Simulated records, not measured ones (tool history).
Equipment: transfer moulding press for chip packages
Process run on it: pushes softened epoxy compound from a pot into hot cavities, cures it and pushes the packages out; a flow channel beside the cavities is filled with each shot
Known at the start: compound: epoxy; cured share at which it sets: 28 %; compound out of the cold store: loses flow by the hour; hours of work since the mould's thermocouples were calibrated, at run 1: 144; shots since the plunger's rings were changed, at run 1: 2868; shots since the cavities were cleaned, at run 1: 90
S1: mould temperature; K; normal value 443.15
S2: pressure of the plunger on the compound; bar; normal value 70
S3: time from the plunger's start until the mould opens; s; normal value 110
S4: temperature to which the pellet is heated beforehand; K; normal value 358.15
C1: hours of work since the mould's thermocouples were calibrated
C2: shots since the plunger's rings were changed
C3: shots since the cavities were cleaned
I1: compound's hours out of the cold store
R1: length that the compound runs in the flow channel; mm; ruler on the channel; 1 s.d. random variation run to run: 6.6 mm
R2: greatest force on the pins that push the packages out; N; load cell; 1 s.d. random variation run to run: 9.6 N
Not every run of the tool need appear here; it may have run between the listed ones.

run,hour,S1,S2,S3,S4,C1,C2,C3,I1,R1,R2
1,0,443.15,70,110,358.15,144,2868,90,22.5,692,481
# hour 51.7: cavities cleaned with cleaning compound and waxed
2,52.5,443.15,70,110,358.15,179,3402,9,32.1,662,474
3,82.1,443.15,70,110,358.15,198,3711,318,21.3,701,560
# hour 113.6: cavities cleaned with cleaning compound and waxed
4,134.9,443.15,70,110,358.15,233,4247,223,19.9,699,590
# hour 176.4: cavities cleaned with cleaning compound and waxed
5,176.4,443.15,70,110,358.15,260,4665,0,32.6,639,454
6,203.1,447.15,70,110,358.15,278,4945,280,13.2,683,434
7,227.3,443.15,70,110,348.15,294,5197,532,12.5,703,657
# hour 238.1: cavities cleaned with cleaning compound and waxed
8,276.1,443.15,70,110,348.15,326,5692,398,19.9,680,615
# hour 303: cavities cleaned with cleaning compound and waxed
9,307.8,443.15,70,110,356.15,346,6007,50,17.2,680,533
10,337.2,443.15,63.8,110,358.15,366,6314,357,37.9,581,588
# hour 363.9: cavities cleaned with cleaning compound and waxed
11,368.1,435.15,70,114,358.15,385,6622,44,12.3,711,931
# hour 394.2: plunger's sealing rings changed
12,414.3,443.15,84.7,110,358.15,415,211,501,31.6,774,624
# hour 427.9: cavities cleaned with cleaning compound and waxed
13,456.9,443.15,84.7,110,358.15,442,640,303,45.2,712,565
14,485,436.15,59.1,126,361.15,461,934,597,41.7,632,810
# hour 490.9: cavities cleaned with cleaning compound and waxed
15,523.1,448.15,59,110,358.15,486,1316,336,31,612,433
# hour 529.5: mould's thermocouples calibrated
# hour 553.2: cavities cleaned with cleaning compound and waxed
16,571.8,448.15,83.3,92,363.15,27,1789,195,43.7,683,491
# hour 615.7: cavities cleaned with cleaning compound and waxed
17,626.5,448.15,83.3,92,363.15,63,2345,113,23.3,749,507

Below are 4 alternative next runs, each starting from the tool's condition after run 17. Predict each:
A,665,438.15,56.2,103,358.15,89,2748,516,10.2,?,?
B,665,449.15,56.1,100,358.15,89,2748,516,13.1,?,?
C,665,448.15,68.2,113,355.15,89,2748,516,18.8,?,?
D,665,448.15,83.3,92,349.15,89,2748,516,18.6,?,?

run,R1,R2
A,685,1095
B,641,503
C,697,458
D,770,638
What these runs would have given with no unlogged condition in the tool:
run,R1,R2
A,724,793
B,677,371
C,736,341
D,814,462

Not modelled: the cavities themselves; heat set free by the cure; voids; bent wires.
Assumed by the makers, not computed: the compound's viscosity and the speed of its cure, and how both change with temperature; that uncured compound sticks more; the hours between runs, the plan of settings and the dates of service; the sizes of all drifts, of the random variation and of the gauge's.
